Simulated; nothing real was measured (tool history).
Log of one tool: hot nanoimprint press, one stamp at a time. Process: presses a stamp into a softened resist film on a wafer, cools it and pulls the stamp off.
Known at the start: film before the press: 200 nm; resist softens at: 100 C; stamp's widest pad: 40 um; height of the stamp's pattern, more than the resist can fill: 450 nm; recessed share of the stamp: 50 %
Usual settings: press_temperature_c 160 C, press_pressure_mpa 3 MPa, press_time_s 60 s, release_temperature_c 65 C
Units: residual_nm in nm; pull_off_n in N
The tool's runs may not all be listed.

run    day  press_temperature_c  press_pressure_mpa  press_time_s  release_temperature_c  residual_nm  pull_off_n
  1      0                  160                   3            60                     65           73         116
  2  0.238                  160                   3            60                     65           72         123
  3  0.542                  160                   3            60                     65         72.4         117
  4    0.8                  160                   3            60                     65         72.1         117
  5  1.158                  160                   3            60                     65         73.6         113
  6  1.438                  160                   3            60                     65           72         119
  7  1.646                  161                   3           113                     63         55.1         118
  8    1.9                  161                   3           113                     63         55.2         122
  9  2.146                  160                4.35            35                     65         70.3         120
 10  2.408                  160                2.58            39                     65         91.3         115
 11  2.908                  160                   3            62                     65         71.7         117

Not shown: 1 entry that the log had between the listed runs. Between which runs, and how does the tool's hidden state differ before and after?
Between runs 10 and 11: plate thermocouple calibrated (day 2.875)
  true temperature over the reading, C: 0.06 -> 0.01
